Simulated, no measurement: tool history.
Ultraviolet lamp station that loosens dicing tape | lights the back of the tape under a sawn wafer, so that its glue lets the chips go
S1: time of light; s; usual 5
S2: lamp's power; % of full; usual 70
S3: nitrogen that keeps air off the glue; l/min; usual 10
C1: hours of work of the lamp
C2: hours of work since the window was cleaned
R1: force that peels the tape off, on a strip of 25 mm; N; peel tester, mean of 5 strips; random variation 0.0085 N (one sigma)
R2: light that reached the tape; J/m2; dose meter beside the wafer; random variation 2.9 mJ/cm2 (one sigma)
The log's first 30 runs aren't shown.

{"run": 31, "day": 22.812, "S1": 7, "S2": 84, "S3": 14, "C1": 1016, "C2": 394, "R1": 0.198, "R2": 7270}
{"run": 32, "day": 23.429, "S1": 4, "S2": 91, "S3": 7, "C1": 1026, "C2": 404, "R1": 0.389, "R2": 4440}
{"day": 23.538, "done": "window cleaned of glue's vapour"}
{"run": 33, "day": 24.396, "S1": 2, "S2": 79, "S3": 4, "C1": 1042, "C2": 14, "R1": 1.682, "R2": 1980}
{"run": 34, "day": 25.283, "S1": 5, "S2": 67, "S3": 7, "C1": 1056, "C2": 29, "R1": 0.45, "R2": 4150}
{"run": 35, "day": 26.258, "S1": 3, "S2": 70, "S3": 15, "C1": 1073, "C2": 45, "R1": 0.657, "R2": 2620}
{"run": 36, "day": 27.333, "S1": 2, "S2": 60, "S3": 5, "C1": 1090, "C2": 63, "R1": 2.042, "R2": 1490}
{"run": 37, "day": 27.925, "S1": 2, "S2": 68, "S3": 10, "C1": 1100, "C2": 73, "R1": 1.432, "R2": 1670}
{"run": 38, "day": 28.7, "S1": 2, "S2": 68, "S3": 10, "C1": 1113, "C2": 86, "R1": 1.454, "R2": 1650}
{"run": 39, "day": 29.583, "S1": 6, "S2": 80, "S3": 17, "C1": 1128, "C2": 100, "R1": 0.207, "R2": 5880}
{"run": 40, "day": 30.158, "S1": 6, "S2": 80, "S3": 17, "C1": 1137, "C2": 110, "R1": 0.208, "R2": 5980}
{"run": 41, "day": 30.7, "S1": 4, "S2": 89, "S3": 17, "C1": 1146, "C2": 119, "R1": 0.268, "R2": 4440}
{"run": 42, "day": 31.579, "S1": 10, "S2": 63, "S3": 19, "C1": 1161, "C2": 134, "R1": 0.201, "R2": 7810}
{"run": 43, "day": 32.1, "S1": 8, "S2": 81, "S3": 10, "C1": 1170, "C2": 142, "R1": 0.194, "R2": 7880}

3 ways to go on from here, each from the tool as it stands after run 43. What would each give?
{"run": "A", "day": 32.7, "S1": 8, "S2": 79, "S3": 7, "C1": 1180, "C2": 152, "R1": "?", "R2": "?"}
{"run": "B", "day": 32.7, "S1": 5, "S2": 90, "S3": 13, "C1": 1180, "C2": 152, "R1": "?", "R2": "?"}
{"run": "C", "day": 32.7, "S1": 5, "S2": 82, "S3": 10, "C1": 1180, "C2": 152, "R1": "?", "R2": "?"}

run=A R1=0.217 R2=7810
run=B R1=0.233 R2=5580
run=C R1=0.280 R2=5080
Without the tool's hidden state the same runs would have given:
run=A R1=0.217 R2=7830
run=B R1=0.232 R2=5600
run=C R1=0.279 R2=5100
